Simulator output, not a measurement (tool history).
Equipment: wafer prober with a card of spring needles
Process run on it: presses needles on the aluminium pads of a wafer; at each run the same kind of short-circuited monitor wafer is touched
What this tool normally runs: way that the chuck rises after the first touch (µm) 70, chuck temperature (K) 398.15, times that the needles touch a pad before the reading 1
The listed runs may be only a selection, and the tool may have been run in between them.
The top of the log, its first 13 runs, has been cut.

run   hour  way that the chuck rises after the first touch (µm)  chuck temperature (K)  times that the needles touch a pad before the reading  resistance of one needle with its contact and lead (mohm)  way that a needle slides on the pad (µm)
     141.4  -- tips cleaned on abrasive film
     148.9  -- tips cleaned on abrasive film
 14  151.6                                                   70                 398.15                                                      1                                                        248                                     15.07
     156.2  -- tips cleaned on abrasive film
     164.4  -- tips cleaned on abrasive film
 15  164.8                                                   70                 398.15                                                      1                                                        220                                     15.03
       172  -- tips cleaned on abrasive film
 16  178.7                                                   70                 398.15                                                      1                                                        276                                     15.12
     180.1  -- tips cleaned on abrasive film
 17  185.4                                                   70                 398.15                                                      1                                                        269                                     15.04
     187.2  -- tips cleaned on abrasive film
     194.7  -- tips cleaned on abrasive film
 18  196.4                                                   89                 305.15                                                      1                                                        204                                     19.26
     201.9  -- tips cleaned on abrasive film
 19  207.6                                                   89                 305.15                                                      2                                                        211                                     19.17
     209.9  -- tips cleaned on abrasive film
     217.6  -- tips cleaned on abrasive film
 20    221                                                   64                 398.15                                                      1                                                        262                                     13.61
     225.5  -- tips cleaned on abrasive film
 21  230.7                                                   64                 398.15                                                      1                                                        271                                     13.64
     232.9  -- tips cleaned on abrasive film
     240.8  -- tips cleaned on abrasive film
 22  244.8                                                   73                 303.15                                                      2                                                        216                                     15.61
     248.3  -- tips cleaned on abrasive film
     255.7  -- tips cleaned on abrasive film
 23  258.7                                                   89                 388.15                                                      1                                                        233                                     19.17
     263.2  -- tips cleaned on abrasive film
     270.3  -- tips cleaned on abrasive film
 24  270.6                                                   89                 388.15                                                      1                                                        210                                     19.09
     277.9  -- tips cleaned on abrasive film
 25    281                                                   89                 388.15                                                      1                                                        231                                     18.93
     285.8  -- tips cleaned on abrasive film
 26  290.4                                                   69                 302.15                                                      1                                                        251                                     14.42
     293.1  -- tips cleaned on abrasive film
       301  -- tips cleaned on abrasive film
 27  301.5                                                   69                 304.15                                                      1                                                        205                                     14.56
     308.2  -- tips cleaned on abrasive film
 28    312                                                   69                 304.15                                                      1                                                        245                                     14.43
     315.9  -- tips cleaned on abrasive film
 29  321.6                                                   70                 355.15                                                      2                                                        241                                     14.62
     323.6  -- tips cleaned on abrasive film
 30  328.4                                                   70                 355.15                                                      2                                                        237                                     14.66
     331.6  -- tips cleaned on abrasive film
 31  336.6                                                   70                 354.15                                                      2                                                        240                                     14.65
     339.2  -- tips cleaned on abrasive film
     347.5  -- tips cleaned on abrasive film
 32    351                                                   78                 354.15                                                      2                                                        225                                     16.37
     355.8  -- tips cleaned on abrasive film
     363.4  -- tips cleaned on abrasive film
 33  363.6                                                   70                 398.15                                                      2                                                        220                                     14.52

Each row is a separate what-if for the run after 33, all from the same tool condition, not one after another. Results?
  A   370                                                   60                 347.15                                                      2                                                          ?                                         ?
  B   370                                                   70                 398.15                                                      1                                                          ?                                         ?
  C   370                                                   80                 398.15                                                      3                                                          ?                                         ?

run  resistance of one needle with its contact and lead (mohm)  way that a needle slides on the pad (µm)
  A                                                        271                                     12.34
  B                                                        284                                     14.57
  C                                                        229                                     16.78
Take away the tool's hidden state, keep each run's random variation, and the runs would have read:
run  resistance of one needle with its contact and lead (mohm)  way that a needle slides on the pad (µm)
  A                                                        203                                     13.51
  B                                                        208                                     15.73
  C                                                        206                                     17.94
